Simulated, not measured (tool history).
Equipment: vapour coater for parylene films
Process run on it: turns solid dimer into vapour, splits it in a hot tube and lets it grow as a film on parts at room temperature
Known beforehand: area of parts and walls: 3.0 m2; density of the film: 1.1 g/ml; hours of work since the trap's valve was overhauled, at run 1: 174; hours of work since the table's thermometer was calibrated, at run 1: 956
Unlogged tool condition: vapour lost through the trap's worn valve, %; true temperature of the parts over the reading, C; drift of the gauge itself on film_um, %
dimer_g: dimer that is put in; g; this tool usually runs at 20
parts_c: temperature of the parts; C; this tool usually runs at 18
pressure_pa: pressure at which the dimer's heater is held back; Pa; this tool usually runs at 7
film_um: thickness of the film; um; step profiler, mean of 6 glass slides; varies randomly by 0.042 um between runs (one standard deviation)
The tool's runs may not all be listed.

run    hour  dimer_g  parts_c  pressure_pa  hours of work since the trap's valve was overhauled  hours of work since the table's thermometer was calibrated  film_um
  1       0       20       18            7                                                  174                                                         956     4.25
  2    23.7       20       18            7                                                  189                                                         970     4.25
  3    67.4       20       18            7                                                  214                                                         996     4.16
  4   109.3       20       18            7                                                  239                                                        1021     4.14
  5   140.3       20       11            7                                                  258                                                        1039     4.64
  6   191.6       20       18            7                                                  288                                                        1070     4.04
  7   226.6       20       18            7                                                  309                                                        1091     4.06
  8   265.1       16       18            7                                                  332                                                        1113     3.17
  9   290.4       16       18            7                                                  347                                                        1128      3.1
 10   316.5       16       18            7                                                  363                                                        1144     3.13
      361.5  -- trap's valve overhauled
 11   363.8       18       18            7                                                    1                                                        1170     4.02
 12   406.4       18       18            7                                                   27                                                        1195     3.96
 13   453.8       18       18            7                                                   55                                                        1223     3.92
      460.2  -- table's thermometer calibrated
 14   498.9       18       18            7                                                   81                                                          23     3.92
 15   551.6       18       18            7                                                  112                                                          54     3.99
 16   592.9       18       18            7                                                  137                                                          79     3.93
 17   628.5       18       18            7                                                  158                                                         100     3.86
 18   661.9       18       18            7                                                  178                                                         120     3.88
 19   712.1       18       18            7                                                  208                                                         150     3.74
 20   758.7       18       18            7                                                  236                                                         177     3.82
 21   813.1       18       20            7                                                  268                                                         210     3.55
 22   864.5       10       16            7                                                  299                                                         240     2.09
 23     902       10       15         2.45                                                  321                                                         263     2.33
 24     927       34       15         3.33                                                  336                                                         278     7.72
 25   968.9       34       15         9.67                                                  361                                                         302     6.94
     1017.6  -- trap's valve overhauled
 26  1017.6       17       18         3.74                                                    0                                                         329     4.14
 27  1061.4       12       21         3.27                                                   26                                                         355     2.75
 28    1088       12       21         3.27                                                   42                                                         371     2.77
 29  1132.3       12       15         5.04                                                   68                                                         397     2.89
 30  1158.2       12       15         5.04                                                   84                                                         413     2.86
 31  1212.6       12       15            2                                                  116                                                         445     3.12
 32    1254       26       15            2                                                  141                                                         470     6.71
 33  1295.2       11       26         6.93                                                  165                                                         494     2.06
 34  1323.8       11       23         6.92                                                  182                                                         511     2.12
 35  1376.3       20       19         8.35                                                  213                                                         542     4.02
 36  1424.4       20       19         8.35                                                  242                                                         571        4
 37  1452.2       12       11            7                                                  258                                                         587     2.79
 38    1494       17       14            7                                                  283                                                         612     3.69

Run 39 is up next; what results do you expect?
 39  1520.7       20       18            7                                                  299                                                         628        ?

{"run 39": {"film_um": 4.04}}
With no hidden state in the tool, this same run would have given film_um 4.58 um.
